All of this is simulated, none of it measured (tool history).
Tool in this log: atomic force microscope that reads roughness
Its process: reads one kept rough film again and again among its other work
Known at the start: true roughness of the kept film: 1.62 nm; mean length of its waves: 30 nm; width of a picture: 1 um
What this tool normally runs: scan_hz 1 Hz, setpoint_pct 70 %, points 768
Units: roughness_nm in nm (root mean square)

run,hour,scan_hz,setpoint_pct,points,roughness_nm
1,0,1,70,768,1.372
2,21.6,1,70,768,1.349
3,57.5,1,70,768,1.329
4,78.4,1,70,768,1.307
# hour 86.9: new tip fitted
5,96.7,1,70,1015,1.467
6,135.5,1,70,506,1.433
7,174.8,1,70,506,1.42
8,203.5,1.36,70,768,1.393
9,225.2,2.41,63,768,1.363
10,250.9,0.83,71,768,1.361
# hour 254.2: height scale calibrated on a step standard
11,270.5,0.83,71,768,1.349
12,303.8,1.67,71,768,1.313
# hour 317.3: height scale calibrated on a step standard, once more
# hour 317.8: new tip fitted
13,325.8,0.51,70,436,1.485
14,346.1,1.13,70,323,1.442
15,385.5,1.13,70,323,1.415

Here are 5 independent what-if runs from the current tool condition. What would each one return?
A,421,3.29,70,323,?
B,421,0.71,70,323,?
C,421,2.71,78,491,?
D,421,0.79,70,323,?
E,421,2.87,79,457,?

run,roughness_nm
A,1.342
B,1.41
C,1.323
D,1.405
E,1.322
Without the tool's hidden state the same runs would have given:
run,roughness_nm
A,1.415
B,1.486
C,1.395
D,1.481
E,1.394
